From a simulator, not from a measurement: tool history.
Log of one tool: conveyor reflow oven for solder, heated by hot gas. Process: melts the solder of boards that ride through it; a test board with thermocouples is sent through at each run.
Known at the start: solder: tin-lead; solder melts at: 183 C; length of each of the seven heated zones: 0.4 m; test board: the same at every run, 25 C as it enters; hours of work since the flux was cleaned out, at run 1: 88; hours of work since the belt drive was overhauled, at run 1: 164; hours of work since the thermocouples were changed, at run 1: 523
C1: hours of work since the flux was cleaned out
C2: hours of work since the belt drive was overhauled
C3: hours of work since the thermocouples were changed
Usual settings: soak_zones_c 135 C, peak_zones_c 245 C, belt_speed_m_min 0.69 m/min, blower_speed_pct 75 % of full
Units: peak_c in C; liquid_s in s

{"run": 1, "day": 0.0, "soak_zones_c": 135, "peak_zones_c": 245, "belt_speed_m_min": 0.69, "blower_speed_pct": 75, "C1": 88, "C2": 164, "C3": 523, "peak_c": 223.1, "liquid_s": 54.3}
{"run": 2, "day": 1.675, "soak_zones_c": 138, "peak_zones_c": 245, "belt_speed_m_min": 0.69, "blower_speed_pct": 75, "C1": 113, "C2": 189, "C3": 549, "peak_c": 223, "liquid_s": 55.7}
{"run": 3, "day": 2.992, "soak_zones_c": 138, "peak_zones_c": 245, "belt_speed_m_min": 0.69, "blower_speed_pct": 75, "C1": 133, "C2": 209, "C3": 568, "peak_c": 223.5, "liquid_s": 55.2}
{"day": 4.471, "done": "flux residue cleaned out of gas plates and filters"}
{"run": 4, "day": 4.588, "soak_zones_c": 135, "peak_zones_c": 245, "belt_speed_m_min": 0.69, "blower_speed_pct": 75, "C1": 2, "C2": 230, "C3": 589, "peak_c": 223.6, "liquid_s": 55}
{"run": 5, "day": 5.708, "soak_zones_c": 135, "peak_zones_c": 245, "belt_speed_m_min": 0.69, "blower_speed_pct": 75, "C1": 19, "C2": 247, "C3": 606, "peak_c": 223.7, "liquid_s": 54.7}
{"run": 6, "day": 7.008, "soak_zones_c": 135, "peak_zones_c": 245, "belt_speed_m_min": 0.69, "blower_speed_pct": 75, "C1": 38, "C2": 266, "C3": 626, "peak_c": 223.2, "liquid_s": 55.1}
{"run": 7, "day": 7.954, "soak_zones_c": 125, "peak_zones_c": 245, "belt_speed_m_min": 0.69, "blower_speed_pct": 75, "C1": 52, "C2": 280, "C3": 640, "peak_c": 221, "liquid_s": 50.8}
{"run": 8, "day": 9.517, "soak_zones_c": 125, "peak_zones_c": 245, "belt_speed_m_min": 0.69, "blower_speed_pct": 75, "C1": 76, "C2": 304, "C3": 664, "peak_c": 220.9, "liquid_s": 50.7}
{"run": 9, "day": 11.604, "soak_zones_c": 125, "peak_zones_c": 245, "belt_speed_m_min": 0.69, "blower_speed_pct": 75, "C1": 108, "C2": 335, "C3": 695, "peak_c": 220.3, "liquid_s": 50.2}
{"run": 10, "day": 13.15, "soak_zones_c": 125, "peak_zones_c": 234, "belt_speed_m_min": 0.69, "blower_speed_pct": 75, "C1": 131, "C2": 359, "C3": 718, "peak_c": 211.1, "liquid_s": 43.1}
{"run": 11, "day": 14.517, "soak_zones_c": 125, "peak_zones_c": 234, "belt_speed_m_min": 0.692, "blower_speed_pct": 75, "C1": 151, "C2": 379, "C3": 739, "peak_c": 210.9, "liquid_s": 42.7}
{"day": 14.821, "done": "flux residue cleaned out of gas plates and filters"}
{"run": 12, "day": 16.525, "soak_zones_c": 125, "peak_zones_c": 257, "belt_speed_m_min": 0.692, "blower_speed_pct": 75, "C1": 26, "C2": 406, "C3": 766, "peak_c": 231.8, "liquid_s": 56.6}
{"run": 13, "day": 18.617, "soak_zones_c": 125, "peak_zones_c": 257, "belt_speed_m_min": 0.692, "blower_speed_pct": 75, "C1": 57, "C2": 438, "C3": 798, "peak_c": 231.5, "liquid_s": 56.8}
{"run": 14, "day": 20.233, "soak_zones_c": 125, "peak_zones_c": 257, "belt_speed_m_min": 0.692, "blower_speed_pct": 75, "C1": 82, "C2": 462, "C3": 822, "peak_c": 230.6, "liquid_s": 56.2}
{"run": 15, "day": 21.488, "soak_zones_c": 135, "peak_zones_c": 245, "belt_speed_m_min": 0.69, "blower_speed_pct": 75, "C1": 100, "C2": 481, "C3": 841, "peak_c": 222.5, "liquid_s": 54.3}
{"run": 16, "day": 23.162, "soak_zones_c": 135, "peak_zones_c": 245, "belt_speed_m_min": 0.69, "blower_speed_pct": 75, "C1": 126, "C2": 506, "C3": 866, "peak_c": 222.5, "liquid_s": 54.3}
{"day": 25.242, "done": "flux residue cleaned out of gas plates and filters"}
{"run": 17, "day": 25.379, "soak_zones_c": 135, "peak_zones_c": 245, "belt_speed_m_min": 0.69, "blower_speed_pct": 75, "C1": 2, "C2": 537, "C3": 896, "peak_c": 223.2, "liquid_s": 55}
{"run": 18, "day": 26.388, "soak_zones_c": 135, "peak_zones_c": 245, "belt_speed_m_min": 0.69, "blower_speed_pct": 85, "C1": 17, "C2": 552, "C3": 911, "peak_c": 226, "liquid_s": 56.9}
{"run": 19, "day": 27.483, "soak_zones_c": 134, "peak_zones_c": 245, "belt_speed_m_min": 0.708, "blower_speed_pct": 79, "C1": 34, "C2": 568, "C3": 928, "peak_c": 223.1, "liquid_s": 53.2}
{"run": 20, "day": 29.246, "soak_zones_c": 123, "peak_zones_c": 245, "belt_speed_m_min": 0.708, "blower_speed_pct": 79, "C1": 60, "C2": 595, "C3": 955, "peak_c": 220.9, "liquid_s": 48.8}
{"run": 21, "day": 31.267, "soak_zones_c": 123, "peak_zones_c": 245, "belt_speed_m_min": 0.708, "blower_speed_pct": 79, "C1": 91, "C2": 625, "C3": 985, "peak_c": 220.5, "liquid_s": 48.2}
{"run": 22, "day": 32.271, "soak_zones_c": 147, "peak_zones_c": 251, "belt_speed_m_min": 0.76, "blower_speed_pct": 63, "C1": 106, "C2": 640, "C3": 1000, "peak_c": 221.6, "liquid_s": 52.4}
{"run": 23, "day": 33.604, "soak_zones_c": 145, "peak_zones_c": 245, "belt_speed_m_min": 0.573, "blower_speed_pct": 81, "C1": 126, "C2": 661, "C3": 1020, "peak_c": 230.8, "liquid_s": 76}
{"run": 24, "day": 34.958, "soak_zones_c": 145, "peak_zones_c": 245, "belt_speed_m_min": 0.573, "blower_speed_pct": 81, "C1": 146, "C2": 681, "C3": 1041, "peak_c": 231.1, "liquid_s": 75.4}
{"day": 35.529, "done": "flux residue cleaned out of gas plates and filters"}
{"run": 25, "day": 36.096, "soak_zones_c": 135, "peak_zones_c": 245, "belt_speed_m_min": 0.663, "blower_speed_pct": 75, "C1": 9, "C2": 695, "C3": 1055, "peak_c": 224.9, "liquid_s": 58.5}
{"run": 26, "day": 37.196, "soak_zones_c": 143, "peak_zones_c": 245, "belt_speed_m_min": 0.69, "blower_speed_pct": 80, "C1": 25, "C2": 712, "C3": 1071, "peak_c": 226.1, "liquid_s": 59.7}
{"run": 27, "day": 38.967, "soak_zones_c": 143, "peak_zones_c": 245, "belt_speed_m_min": 0.69, "blower_speed_pct": 80, "C1": 52, "C2": 738, "C3": 1098, "peak_c": 225.4, "liquid_s": 59.3}
{"run": 28, "day": 40.696, "soak_zones_c": 143, "peak_zones_c": 245, "belt_speed_m_min": 0.69, "blower_speed_pct": 80, "C1": 78, "C2": 764, "C3": 1124, "peak_c": 225.4, "liquid_s": 59.3}
{"run": 29, "day": 41.588, "soak_zones_c": 120, "peak_zones_c": 245, "belt_speed_m_min": 0.69, "blower_speed_pct": 72, "C1": 91, "C2": 778, "C3": 1137, "peak_c": 218.6, "liquid_s": 48}
{"run": 30, "day": 43.121, "soak_zones_c": 120, "peak_zones_c": 245, "belt_speed_m_min": 0.69, "blower_speed_pct": 72, "C1": 114, "C2": 801, "C3": 1160, "peak_c": 218.7, "liquid_s": 47.7}

The same runs without the tool's hidden state, with the same run-to-run variation:
The hidden state here: heat that the gas passes to the board, % of a clean oven's; belt's true speed, % of the reading; true gas temperature in zones 6 and 7 over the reading, C; drift of the gauge itself on peak_c, C; drift of the gauge itself on liquid_s, %.
run=1 peak_c=225.2 liquid_s=55.5
run=2 peak_c=225.3 liquid_s=57
run=3 peak_c=226 liquid_s=56.6
run=4 peak_c=224.7 liquid_s=55.5
run=5 peak_c=225.1 liquid_s=55.4
run=6 peak_c=224.8 liquid_s=55.8
run=7 peak_c=222.8 liquid_s=51.8
run=8 peak_c=223 liquid_s=51.9
run=9 peak_c=222.8 liquid_s=51.6
run=10 peak_c=213.7 liquid_s=45.3
run=11 peak_c=213.7 liquid_s=45.1
run=12 peak_c=233.3 liquid_s=57
run=13 peak_c=233.4 liquid_s=57.4
run=14 peak_c=232.8 liquid_s=57
run=15 peak_c=224.8 liquid_s=55.4
run=16 peak_c=225 liquid_s=55.6
run=17 peak_c=224.7 liquid_s=55.5
run=18 peak_c=227.6 liquid_s=57.4
run=19 peak_c=224.9 liquid_s=53.9
run=20 peak_c=223.1 liquid_s=49.9
run=21 peak_c=223 liquid_s=49.5
run=22 peak_c=224 liquid_s=53.4
run=23 peak_c=233.5 liquid_s=76.7
run=24 peak_c=233.9 liquid_s=76.2
run=25 peak_c=226.4 liquid_s=58.7
run=26 peak_c=227.7 liquid_s=60
run=27 peak_c=227.4 liquid_s=59.8
run=28 peak_c=227.6 liquid_s=59.9
run=29 peak_c=221 liquid_s=49.2
run=30 peak_c=221.4 liquid_s=49.1

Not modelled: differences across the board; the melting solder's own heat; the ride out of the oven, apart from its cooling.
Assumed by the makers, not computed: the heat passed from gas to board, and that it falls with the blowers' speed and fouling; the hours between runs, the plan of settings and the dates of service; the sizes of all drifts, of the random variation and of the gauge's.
